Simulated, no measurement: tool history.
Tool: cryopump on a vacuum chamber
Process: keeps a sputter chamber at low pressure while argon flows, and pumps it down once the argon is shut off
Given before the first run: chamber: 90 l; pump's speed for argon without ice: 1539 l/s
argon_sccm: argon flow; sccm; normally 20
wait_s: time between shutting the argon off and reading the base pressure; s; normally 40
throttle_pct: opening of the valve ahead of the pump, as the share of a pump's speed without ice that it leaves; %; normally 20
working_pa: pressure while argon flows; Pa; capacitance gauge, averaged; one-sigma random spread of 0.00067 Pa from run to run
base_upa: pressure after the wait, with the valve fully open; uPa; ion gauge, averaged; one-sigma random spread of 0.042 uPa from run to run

run,hour,argon_sccm,wait_s,throttle_pct,working_pa,base_upa
1,0.0,20,40,20,0.1109,2.77
2,61.8,20,40,20,0.1101,2.65
3,106.5,20,157,20,0.1131,1.08
4,152.9,20,157,20,0.1123,1.04
5,197.0,20,157,20,0.1133,1.02
6,245.8,20,40,20,0.1137,2.73
7,294.3,31,40,20,0.1769,2.81
8,352.6,20,59,20,0.1150,2.04
9,395.8,20,59,20,0.1144,2.08
10,429.7,20,59,34,0.0717,2.10
11,463.5,20,59,34,0.0719,2.05
12,504.7,20,59,34,0.0727,2.01
13,569.9,20,59,34,0.0731,2.10
14,625.3,20,59,34,0.0743,2.12
15,677.0,17,59,34,0.0641,2.15
16,736.1,20,94,20,0.1220,1.65
# hour 765.9: pump warmed up, emptied and cooled again
17,783.2,20,40,38,0.0577,2.70
18,816.8,18,25,19,0.1049,4.14

What does the tool deliver on the next run?
19,869.8,18,186,19,?,?

Run 19 produced working_pa 0.1042 Pa, base_upa 0.93 uPa.
Minus the tool's unlogged condition, the same run would have read working_pa 0.1031 Pa, base_upa 0.65 uPa.

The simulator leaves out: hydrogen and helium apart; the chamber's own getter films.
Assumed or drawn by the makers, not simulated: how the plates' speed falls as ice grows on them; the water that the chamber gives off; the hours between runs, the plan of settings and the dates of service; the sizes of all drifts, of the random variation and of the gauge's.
